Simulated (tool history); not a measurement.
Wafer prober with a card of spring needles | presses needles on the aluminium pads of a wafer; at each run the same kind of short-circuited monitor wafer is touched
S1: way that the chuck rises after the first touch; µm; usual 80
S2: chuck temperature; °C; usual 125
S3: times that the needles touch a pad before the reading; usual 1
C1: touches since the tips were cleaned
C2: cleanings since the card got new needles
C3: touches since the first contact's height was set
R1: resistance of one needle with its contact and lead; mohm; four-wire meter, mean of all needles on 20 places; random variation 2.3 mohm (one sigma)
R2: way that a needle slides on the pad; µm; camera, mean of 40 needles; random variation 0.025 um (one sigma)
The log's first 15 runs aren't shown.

run    hour  S1   S2  S3    C1  C2      C3   R1     R2
      523.7  -- tips cleaned on abrasive film
 16   546.1  80  125   3  6504  35   42029  260  19.87
      551.1  -- tips cleaned on abrasive film
      579.1  -- tips cleaned on abrasive film
 17   586.8  80  125   1  2247  37   53770  261  19.87
      606.6  -- tips cleaned on abrasive film
 18   611.9  80  125   1  1543  38   61017  259  19.88
      633.7  -- tips cleaned on abrasive film
 19   641.8  94  125   2  2334  39   69632  257  23.41
      664.8  -- tips cleaned on abrasive film
      693.2  -- tips cleaned on abrasive film
 20   695.2  94   49   2   584  41   85079  239  23.32
      722.1  -- tips cleaned on abrasive film
 21   739.5  94   49   2  5043  42   97870  239  23.35
      752.6  -- tips cleaned on abrasive film
 22   775.3  94  101   1  6570  43  108220  253  23.35
      782.3  -- tips cleaned on abrasive film
      811.0  -- tips cleaned on abrasive film
 23   811.0  77   59   2     0  45  118530  243  19.15
      839.3  -- tips cleaned on abrasive film
 24   849.0  77   37   2  2831  46  129524  237  19.14
      859.2  -- height of the first contact set anew
      867.6  -- tips cleaned on abrasive film
 25   888.6  77  118   2  6111  47    8515  257  19.09
      895.5  -- tips cleaned on abrasive film
 26   922.2  77  111   2  7753  48   18220  256  19.17
      926.8  -- tips cleaned on abrasive film
      953.7  -- tips cleaned on abrasive film
 27   953.7  77  111   1     0  50   27290  256  19.14
 28   975.3  80  125   2  6272  50   33562  261  19.89
      984.6  -- tips cleaned on abrasive film
     1013.0  -- tips cleaned on abrasive film
 29  1029.3  81  125   1  4705  52   49141  258  20.14
     1043.4  -- tips cleaned on abrasive film
 30  1054.8  67  125   1  3323  53   56524  262  16.64
     1071.3  -- tips cleaned on abrasive film
 31  1078.9  67  125   1  2191  54   63465  264  16.68
     1098.3  -- tips cleaned on abrasive film
 32  1110.6  80  120   2  3560  55   72624  257  19.82
     1126.4  -- tips cleaned on abrasive film
     1156.4  -- tips cleaned on abrasive film
 33  1164.1  80  120   2  2220  57   88071  261  19.91

Forecast each of these 3 alternatives for the next run:
     1186.3  -- tips cleaned on abrasive film
  A  1206.0  83  80   1  5704  58  100198   ?   ?
     1186.3  -- tips cleaned on abrasive film
  B  1206.0  98  26   2  5704  58  100198   ?   ?
     1186.3  -- tips cleaned on abrasive film
  C  1206.0  80  63   1  5704  58  100198   ?   ?

run   R1     R2
  A  245  20.62
  B  232  24.38
  C  241  19.89
Without the tool's hidden state the same runs would have given:
run   R1     R2
  A  244  20.62
  B  231  24.38
  C  240  19.90
